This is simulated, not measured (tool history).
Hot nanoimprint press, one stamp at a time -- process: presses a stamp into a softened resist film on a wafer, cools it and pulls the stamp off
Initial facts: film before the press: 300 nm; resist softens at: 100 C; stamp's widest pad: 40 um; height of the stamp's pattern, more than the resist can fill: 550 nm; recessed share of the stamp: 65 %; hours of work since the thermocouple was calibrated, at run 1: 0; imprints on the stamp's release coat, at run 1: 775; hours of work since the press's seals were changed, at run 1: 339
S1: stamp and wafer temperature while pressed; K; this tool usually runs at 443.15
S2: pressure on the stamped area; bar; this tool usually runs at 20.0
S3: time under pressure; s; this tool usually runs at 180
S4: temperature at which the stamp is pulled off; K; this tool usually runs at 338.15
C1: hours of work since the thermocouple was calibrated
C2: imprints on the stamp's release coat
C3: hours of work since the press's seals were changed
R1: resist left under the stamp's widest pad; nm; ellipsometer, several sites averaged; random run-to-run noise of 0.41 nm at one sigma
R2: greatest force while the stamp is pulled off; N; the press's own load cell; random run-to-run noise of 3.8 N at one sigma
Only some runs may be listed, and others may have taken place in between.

run	day	S1	S2	S3	S4	C1	C2	C3	R1	R2
1	0.000	443.15	20.0	180	338.15	0	775	339	159.0	185
2	0.821	443.15	20.0	180	338.15	10	846	348	159.1	187
3	1.642	443.15	20.0	180	338.15	19	917	358	159.0	186
4	2.592	443.15	20.0	180	338.15	30	999	369	158.6	184
5	3.425	443.15	20.0	180	338.15	40	1072	378	159.0	186
6	3.938	443.15	20.0	180	338.15	46	1116	384	159.4	184
7	5.075	437.15	20.0	180	338.15	59	1214	398	200.8	181
8	6.300	432.15	20.0	180	338.15	73	1320	412	234.3	184
9	7.554	443.15	20.0	180	345.15	88	1429	426	158.8	174
10	8.400	443.15	20.0	180	345.15	97	1502	436	159.2	177
11	9.329	443.15	20.0	180	345.15	108	1583	447	158.8	173
12	10.204	443.15	20.0	180	345.15	118	1659	457	158.8	169
13	10.758	443.15	20.0	180	345.15	125	1707	463	158.5	179
# day 11.483: stamp cleaned and given a new release coat
14	12.233	443.15	20.0	180	345.15	139	65	478	158.7	170
15	12.750	443.15	20.0	180	338.15	145	109	484	159.2	183
16	13.308	443.15	20.0	180	338.15	151	158	490	159.2	178
17	14.375	443.15	28.3	180	338.15	164	250	502	135.8	182
18	15.312	445.15	20.3	194	329.15	175	331	513	141.8	184
19	16.338	447.15	20.3	172	329.15	187	420	525	135.8	185
20	17.458	448.15	15.7	180	343.15	200	517	538	145.2	181
21	18.171	448.15	15.7	180	343.15	208	579	546	145.4	179
22	19.283	452.15	14.8	216	335.15	221	675	559	119.4	188
23	20.417	450.15	19.4	180	330.15	234	773	572	120.4	195
24	21.667	450.15	19.4	180	330.15	248	882	587	120.9	188
25	22.921	433.15	19.4	340	336.15	263	990	602	199.4	179
26	24.012	433.15	19.4	340	336.15	276	1085	614	198.6	183
27	24.700	443.15	24.3	147	337.15	283	1144	622	155.9	184
28	25.862	443.15	24.3	147	337.15	297	1245	636	155.7	188
29	26.775	434.15	20.0	301	338.15	308	1324	646	195.9	171
30	27.488	450.15	14.3	180	324.15	316	1385	654	140.2	206

Run 31 comes next. What will it give?
31	28.400	450.15	14.3	180	324.15	326	1465	665	?	?

R1: 139.7 nm
R2: 205 N
If the tool had no hidden condition, the same run with the same run-to-run variation would have returned R1 139.8 nm, R2 204 N.
